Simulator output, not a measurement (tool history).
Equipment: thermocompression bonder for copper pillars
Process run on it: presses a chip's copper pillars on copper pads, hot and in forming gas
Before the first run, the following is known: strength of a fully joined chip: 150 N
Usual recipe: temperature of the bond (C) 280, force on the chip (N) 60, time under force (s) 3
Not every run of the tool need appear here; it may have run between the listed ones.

run,day,temperature of the bond (C),force on the chip (N),time under force (s),force that shears a chip off (N)
1,0,280,60,3,104.4
2,2.233,280,60,3,104.3
3,3.638,280,60,3,100.6
4,4.596,280,60,3,104
5,6.892,280,60,3,102.5
6,8.142,280,60,2,92.9
7,9.375,280,60,7,120.2
8,11.458,280,60,7,121.6
9,12.508,280,60,7,119.8
10,14.367,280,60,7,119.7
11,15.408,280,60,7,119.9
12,16.592,280,60,7,118.9
13,18.162,280,60,3,96.7
# day 18.788: forming gas filter changed
14,19.342,272,60,5,113.3
15,21.188,272,60,7,121.4
16,22.392,306,60,5,131.9
17,24.75,273,82,5,130
18,25.708,273,82,5,126.1
19,28.008,264,82,2,99.8
20,29.842,284,82,2,113.8
21,30.938,284,82,2,113.6
22,32.504,300,64,3,118.9
# day 33.375: heater calibrated with a thermocouple chip
23,34.042,279,38,3,76.5
24,35.775,279,38,3,75.8
25,37.783,258,62,2,78.2

Here are 3 independent what-if runs from the current tool condition. What would each one return?
A,39.95,277,54,5,?
B,39.95,292,60,7,?
C,39.95,300,40,9,?

run,force that shears a chip off (N)
A,107
B,129.6
C,117.8
Without the tool's hidden state the same runs would have given:
run,force that shears a chip off (N)
A,113.3
B,136.9
C,124.6
